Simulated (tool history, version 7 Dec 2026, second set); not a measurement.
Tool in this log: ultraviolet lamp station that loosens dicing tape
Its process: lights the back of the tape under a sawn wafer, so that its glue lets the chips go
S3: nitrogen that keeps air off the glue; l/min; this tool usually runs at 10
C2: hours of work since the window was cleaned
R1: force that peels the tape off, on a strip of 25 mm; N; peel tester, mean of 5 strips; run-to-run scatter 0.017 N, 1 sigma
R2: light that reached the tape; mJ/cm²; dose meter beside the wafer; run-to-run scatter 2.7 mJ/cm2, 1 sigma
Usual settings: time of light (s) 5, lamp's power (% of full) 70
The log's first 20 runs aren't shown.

{"run": 21, "hour": 748.6, "time of light (s)": 5, "lamp's power (% of full)": 70, "S3": 13, "hours of work of the lamp": 504, "C2": 154, "R1": 0.664, "R2": 364}
{"run": 22, "hour": 784.8, "time of light (s)": 5, "lamp's power (% of full)": 70, "S3": 13, "hours of work of the lamp": 528, "C2": 178, "R1": 0.659, "R2": 361}
{"run": 23, "hour": 820.0, "time of light (s)": 6, "lamp's power (% of full)": 91, "S3": 3, "hours of work of the lamp": 552, "C2": 202, "R1": 1.002, "R2": 565}
{"hour": 853.3, "done": "window cleaned of glue's vapour"}
{"run": 24, "hour": 853.3, "time of light (s)": 5, "lamp's power (% of full)": 76, "S3": 10, "hours of work of the lamp": 574, "C2": 0, "R1": 0.685, "R2": 393}
{"run": 25, "hour": 886.3, "time of light (s)": 8, "lamp's power (% of full)": 70, "S3": 10, "hours of work of the lamp": 596, "C2": 22, "R1": 0.279, "R2": 587}
{"run": 26, "hour": 929.2, "time of light (s)": 7, "lamp's power (% of full)": 68, "S3": 10, "hours of work of the lamp": 624, "C2": 51, "R1": 0.404, "R2": 502}
{"run": 27, "hour": 962.9, "time of light (s)": 4, "lamp's power (% of full)": 84, "S3": 18, "hours of work of the lamp": 647, "C2": 73, "R1": 0.557, "R2": 350}
{"run": 28, "hour": 1014.1, "time of light (s)": 9, "lamp's power (% of full)": 65, "S3": 8, "hours of work of the lamp": 681, "C2": 107, "R1": 0.3, "R2": 604}
{"run": 29, "hour": 1045.8, "time of light (s)": 9, "lamp's power (% of full)": 65, "S3": 8, "hours of work of the lamp": 702, "C2": 129, "R1": 0.313, "R2": 617}

For run 30, what comes out?
{"run": 30, "hour": 1090.1, "time of light (s)": 9, "lamp's power (% of full)": 78, "S3": 4, "hours of work of the lamp": 732, "C2": 158, "R1": "?", "R2": "?"}

Run 30 gave R1 0.426 N, R2 726 mJ/cm².
Were there no unlogged condition in the tool, this run, its random variation unchanged, would have produced R1 0.423 N, R2 728 mJ/cm².
